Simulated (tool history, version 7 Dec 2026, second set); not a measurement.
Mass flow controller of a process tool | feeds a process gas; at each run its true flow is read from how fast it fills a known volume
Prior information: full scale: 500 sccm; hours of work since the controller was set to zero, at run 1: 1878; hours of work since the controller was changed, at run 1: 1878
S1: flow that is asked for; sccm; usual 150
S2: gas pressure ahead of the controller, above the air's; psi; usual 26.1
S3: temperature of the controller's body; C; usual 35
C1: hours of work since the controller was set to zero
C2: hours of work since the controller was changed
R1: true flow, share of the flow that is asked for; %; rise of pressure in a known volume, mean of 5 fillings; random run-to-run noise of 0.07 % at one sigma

run 1 hour=0.0 | S1=150 S2=26.1 S3=35 | C1=1878 C2=1878 | R1=98.48
run 2 hour=83.6 | S1=150 S2=26.1 S3=35 | C1=1923 C2=1923 | R1=98.38
run 3 hour=185.2 | S1=150 S2=26.1 S3=35 | C1=1977 C2=1977 | R1=98.42
run 4 hour=250.0 | S1=150 S2=26.1 S3=35 | C1=2011 C2=2011 | R1=98.52
run 5 hour=312.2 | S1=150 S2=26.1 S3=35 | C1=2045 C2=2045 | R1=98.48
run 6 hour=358.2 | S1=150 S2=26.1 S3=35 | C1=2069 C2=2069 | R1=98.51
run 7 hour=427.5 | S1=150 S2=26.1 S3=35 | C1=2106 C2=2106 | R1=98.64
run 8 hour=474.3 | S1=150 S2=26.1 S3=35 | C1=2131 C2=2131 | R1=98.49
run 9 hour=562.5 | S1=150 S2=26.1 S3=35 | C1=2178 C2=2178 | R1=98.53
run 10 hour=635.6 | S1=150 S2=26.1 S3=35 | C1=2217 C2=2217 | R1=98.63
-- hour=644.3 controller's zero set anew
run 11 hour=736.3 | S1=150 S2=26.1 S3=31 | C1=49 C2=2270 | R1=99.16
run 12 hour=804.9 | S1=150 S2=26.1 S3=31 | C1=86 C2=2307 | R1=99.09
run 13 hour=888.9 | S1=150 S2=26.1 S3=31 | C1=130 C2=2351 | R1=99.17
run 14 hour=967.5 | S1=162 S2=26.1 S3=35 | C1=172 C2=2393 | R1=98.95
run 15 hour=1068.9 | S1=275 S2=26.1 S3=35 | C1=226 C2=2447 | R1=99.13
run 16 hour=1112.5 | S1=275 S2=26.1 S3=35 | C1=249 C2=2470 | R1=99.17
run 17 hour=1190.1 | S1=275 S2=26.1 S3=35 | C1=291 C2=2512 | R1=99.11
-- hour=1229.5 controller's zero set anew, once more
run 18 hour=1255.2 | S1=65 S2=26.1 S3=35 | C1=14 C2=2546 | R1=97.83
run 19 hour=1326.6 | S1=288 S2=29.2 S3=21 | C1=52 C2=2584 | R1=99.53
run 20 hour=1420.7 | S1=74 S2=29.2 S3=21 | C1=102 C2=2634 | R1=98.88
run 21 hour=1504.2 | S1=130 S2=31.6 S3=21 | C1=146 C2=2679 | R1=98.88
run 22 hour=1582.4 | S1=483 S2=26.1 S3=35 | C1=188 C2=2720 | R1=99.73

Forecast run 23:
run 23 hour=1666.9 | S1=483 S2=23.4 S3=35 | C1=233 C2=2765 | R1=?

R1: 99.73 %
With no hidden state in the tool, this same run would have given R1 99.32 %.
